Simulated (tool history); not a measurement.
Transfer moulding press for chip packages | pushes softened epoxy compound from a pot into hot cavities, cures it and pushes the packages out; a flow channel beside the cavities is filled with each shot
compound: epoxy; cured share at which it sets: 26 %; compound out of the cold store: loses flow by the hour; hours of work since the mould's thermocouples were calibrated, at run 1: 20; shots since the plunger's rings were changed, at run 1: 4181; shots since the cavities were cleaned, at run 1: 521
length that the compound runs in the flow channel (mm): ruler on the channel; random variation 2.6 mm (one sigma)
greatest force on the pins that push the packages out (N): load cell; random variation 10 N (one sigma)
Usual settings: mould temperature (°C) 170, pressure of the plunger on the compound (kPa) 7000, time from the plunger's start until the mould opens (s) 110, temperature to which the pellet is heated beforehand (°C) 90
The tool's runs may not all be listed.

run   hour  mould temperature (°C)  pressure of the plunger on the compound (kPa)  time from the plunger's start until the mould opens (s)  temperature to which the pellet is heated beforehand (°C)  hours of work since the mould's thermocouples were calibrated  shots since the plunger's rings were changed  shots since the cavities were cleaned  incoming compound's hours out of the cold store  length that the compound runs in the flow channel (mm)  greatest force on the pins that push the packages out (N)
  1    0.0                     170                                           7000                                                      110                                                         90                                                             20                                          4181                                    521                                             11.3                                                     794                                                        739
      28.2  -- cavities cleaned with cleaning compound and waxed
  2   42.6                     170                                           7000                                                      110                                                         90                                                             49                                          4634                                    159                                              9.6                                                     796                                                        965
  3   62.5                     170                                           7000                                                      110                                                         90                                                             63                                          4852                                    377                                             10.1                                                     794                                                        889
  4   85.4                     170                                           7000                                                      110                                                         90                                                             79                                          5104                                    629                                             36.4                                                     718                                                        846
      92.5  -- cavities cleaned with cleaning compound and waxed, once more
  5  120.1                     170                                           7000                                                      110                                                         90                                                            102                                          5469                                    303                                             31.5                                                     724                                                        655
  6  159.8                     170                                           7000                                                      110                                                         90                                                            130                                          5907                                    741                                             15.0                                                     772                                                        779
     169.6  -- cavities cleaned with cleaning compound and waxed
     199.6  -- plunger's sealing rings changed
  7  200.4                     170                                           7000                                                      110                                                         90                                                            156                                             9                                    312                                             32.4                                                     747                                                        675
  8  218.0                     170                                           7000                                                      110                                                         90                                                            168                                           203                                    506                                             47.7                                                     704                                                        701
     249.6  -- cavities cleaned with cleaning compound and waxed
  9  255.1                     170                                           7000                                                      110                                                         90                                                            193                                           595                                     61                                             31.4                                                     753                                                        526
 10  280.3                     170                                           7000                                                      110                                                         90                                                            210                                           872                                    338                                             33.3                                                     747                                                        675
 11  300.3                     170                                           7000                                                      110                                                         90                                                            224                                          1092                                    558                                             27.8                                                     758                                                        765
 12  321.7                     170                                           7000                                                      110                                                         90                                                            239                                          1327                                    793                                             40.0                                                     726                                                        772
     325.9  -- cavities cleaned with cleaning compound and waxed
 13  354.7                     170                                           7000                                                      110                                                         90                                                            261                                          1674                                    317                                             37.6                                                     725                                                        667
 14  381.0                     170                                           7000                                                      147                                                         90                                                            280                                          1963                                    606                                             27.5                                                     757                                                        657
     403.1  -- cavities cleaned with cleaning compound and waxed
 15  413.4                     169                                           7000                                                       95                                                         90                                                            301                                          2303                                    112                                              9.9                                                     812                                                        739
 16  436.0                     169                                           7600                                                      131                                                         95                                                            317                                          2553                                    362                                             26.6                                                     786                                                        614
 17  462.9                     169                                           7600                                                      131                                                         95                                                            336                                          2849                                    658                                             40.6                                                     740                                                        701
     480.5  -- cavities cleaned with cleaning compound and waxed
 18  486.8                     176                                           7600                                                      130                                                         95                                                            352                                          3095                                     69                                              8.8                                                     831                                                        476
 19  510.2                     176                                           7600                                                      130                                                         95                                                            368                                          3353                                    327                                             44.7                                                     717                                                        602
 20  541.2                     170                                           6210                                                       96                                                         90                                                            390                                          3694                                    668                                             26.2                                                     708                                                        882
     556.4  -- cavities cleaned with cleaning compound and waxed
 21  573.5                     170                                           6210                                                       96                                                         90                                                            412                                          4033                                    188                                             32.6                                                     690                                                        723
 22  607.7                     170                                           6210                                                       96                                                         90                                                            435                                          4410                                    565                                             22.8                                                     716                                                        873
     632.4  -- cavities cleaned with cleaning compound and waxed
 23  638.9                     168                                           5460                                                      136                                                         89                                                            456                                          4736                                     71                                             44.7                                                     615                                                        479
 24  665.1                     170                                           7870                                                      121                                                         95                                                            475                                          5025                                    360                                             36.1                                                     753                                                        616
 25  696.5                     170                                           5710                                                       96                                                         95                                                            497                                          5370                                    705                                             40.4                                                     636                                                        867
     708.0  -- cavities cleaned with cleaning compound and waxed
 26  732.3                     166                                           7000                                                      110                                                         93                                                            521                                          5748                                    267                                             47.2                                                     678                                                        711
 27  766.6                     166                                           7000                                                      112                                                         85                                                            545                                          6125                                    644                                             14.9                                                     779                                                        829

Forecast each of these 4 alternatives for the next run:
     783.5  -- plunger's sealing rings changed
     786.9  -- cavities cleaned with cleaning compound and waxed
  A  805.4                     166                                           8580                                                      112                                                         89                                                            569                                           225                                    204                                             36.5                                                       ?                                                          ?
     783.5  -- plunger's sealing rings changed
     786.9  -- cavities cleaned with cleaning compound and waxed
  B  805.4                     170                                           7000                                                      121                                                         90                                                            569                                           225                                    204                                             15.9                                                       ?                                                          ?
     783.5  -- plunger's sealing rings changed
     786.9  -- cavities cleaned with cleaning compound and waxed
  C  805.4                     170                                           7000                                                      145                                                         90                                                            569                                           225                                    204                                             15.6                                                       ?                                                          ?
     783.5  -- plunger's sealing rings changed
     786.9  -- cavities cleaned with cleaning compound and waxed
  D  805.4                     170                                           8720                                                       91                                                         83                                                            569                                           225                                    204                                             27.0                                                       ?                                                          ?

run  length that the compound runs in the flow channel (mm)  greatest force on the pins that push the packages out (N)
  A                                                     820                                                        699
  B                                                     801                                                        590
  C                                                     799                                                        543
  D                                                     856                                                        805
Without the tool's hidden state the same runs would have given:
run  length that the compound runs in the flow channel (mm)  greatest force on the pins that push the packages out (N)
  A                                                     826                                                        560
  B                                                     806                                                        457
  C                                                     805                                                        412
  D                                                     862                                                        654
